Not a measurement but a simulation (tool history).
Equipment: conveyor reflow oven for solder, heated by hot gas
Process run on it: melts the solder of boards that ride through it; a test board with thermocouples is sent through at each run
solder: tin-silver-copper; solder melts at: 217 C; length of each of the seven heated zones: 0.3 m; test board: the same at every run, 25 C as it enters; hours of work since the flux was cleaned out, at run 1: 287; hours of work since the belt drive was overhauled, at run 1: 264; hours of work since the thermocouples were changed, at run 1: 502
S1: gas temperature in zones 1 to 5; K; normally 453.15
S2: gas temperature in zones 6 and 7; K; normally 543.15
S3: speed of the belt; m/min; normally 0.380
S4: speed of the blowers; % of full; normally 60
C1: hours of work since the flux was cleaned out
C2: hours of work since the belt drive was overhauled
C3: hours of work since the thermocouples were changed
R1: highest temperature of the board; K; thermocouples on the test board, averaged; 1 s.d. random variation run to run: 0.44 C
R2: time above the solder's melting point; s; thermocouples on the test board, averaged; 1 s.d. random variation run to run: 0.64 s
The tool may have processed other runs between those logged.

| run | hour | S1 | S2 | S3 | S4 | C1 | C2 | C3 | R1 | R2 |
|---|---|---|---|---|---|---|---|---|---|---|
| 1 | 0.0 | 453.15 | 543.15 | 0.380 | 60 | 287 | 264 | 502 | 521.05 | 66.9 |
| 2 | 9.3 | 453.15 | 543.15 | 0.380 | 60 | 292 | 270 | 508 | 521.35 | 68.3 |
| 3 | 21.1 | 453.15 | 543.15 | 0.380 | 81 | 299 | 276 | 514 | 528.55 | 77.3 |
| 4 | 34.5 | 453.15 | 543.15 | 0.356 | 60 | 307 | 284 | 522 | 523.45 | 74.1 |
| 5 | 48.1 | 453.15 | 543.15 | 0.356 | 60 | 315 | 292 | 530 | 524.05 | 75.5 |
| 6 | 59.6 | 453.15 | 543.15 | 0.356 | 60 | 321 | 299 | 536 | 524.35 | 74.7 |
| 7 | 71.7 | 461.15 | 543.15 | 0.380 | 60 | 328 | 306 | 543 | 522.85 | 74.0 |
| 8 | 82.8 | 453.15 | 543.15 | 0.380 | 60 | 335 | 312 | 550 | 520.75 | 67.5 |
| 9 | 93.6 | 453.15 | 543.15 | 0.333 | 60 | 341 | 318 | 556 | 525.95 | 83.8 |
| 10 | 105.1 | 453.15 | 536.15 | 0.380 | 60 | 347 | 325 | 563 | 515.85 | 61.3 |
| 11 | 118.5 | 453.15 | 536.15 | 0.380 | 60 | 355 | 332 | 570 | 515.75 | 61.0 |
| 12 | 126.5 | 453.15 | 536.15 | 0.380 | 60 | 360 | 337 | 575 | 515.15 | 61.2 |
| 13 | 133.2 | 453.15 | 536.15 | 0.380 | 60 | 364 | 341 | 579 | 515.75 | 61.3 |
| 14 | 145.1 | 453.15 | 543.15 | 0.380 | 60 | 370 | 348 | 586 | 521.35 | 66.9 |
| 15 | 159.9 | 453.15 | 543.15 | 0.399 | 60 | 379 | 356 | 594 | 519.55 | 62.0 |
| 16 | 166.5 | 453.15 | 543.15 | 0.339 | 60 | 383 | 360 | 598 | 524.45 | 82.3 |
| 17 | 179.5 | 458.15 | 543.15 | 0.380 | 64 | 390 | 368 | 605 | 523.45 | 73.3 |
| 18 | 194.2 | 458.15 | 543.15 | 0.380 | 64 | 399 | 376 | 614 | 524.15 | 72.7 |
| 19 | 207.3 | 454.15 | 545.15 | 0.380 | 64 | 406 | 384 | 621 | 524.75 | 71.6 |
| 20 | 215.4 | 451.15 | 545.15 | 0.364 | 74 | 411 | 388 | 626 | 529.35 | 80.3 |
| 21 | 223.8 | 449.15 | 543.15 | 0.300 | 62 | 416 | 393 | 631 | 529.15 | 94.4 |
| 22 | 233.4 | 449.15 | 532.15 | 0.300 | 54 | 421 | 399 | 636 | 516.45 | 79.0 |
| 23 | 240.2 | 453.15 | 555.15 | 0.380 | 74 | 425 | 402 | 640 | 536.05 | 81.3 |
| 24 | 247.3 | 463.15 | 552.15 | 0.450 | 78 | 429 | 407 | 644 | 531.45 | 69.3 |
| 25 | 255.7 | 440.15 | 543.15 | 0.380 | 59 | 434 | 411 | 649 | 517.25 | 58.5 |
| 26 | 262.5 | 462.15 | 554.15 | 0.431 | 64 | 438 | 415 | 653 | 529.55 | 68.4 |
| 27 | 276.6 | 462.15 | 554.15 | 0.431 | 64 | 446 | 423 | 661 | 529.45 | 69.3 |
|  | 290.6 | flux residue cleaned out of gas plates and filters |
| 28 | 295.6 | 448.15 | 556.15 | 0.415 | 72 | 3 | 431 | 669 | 532.05 | 69.9 |

Run 29, settings as shown, results not yet in. Your forecast:
| 29 | 304.4 | 443.15 | 554.15 | 0.380 | 60 | 8 | 436 | 674 | ? | ? |

{"run 29": {"R1": 528.05, "R2": 69.3}}
Had the tool carried no hidden state, the very same run would have given R1 527.95 K, R2 69.2 s.
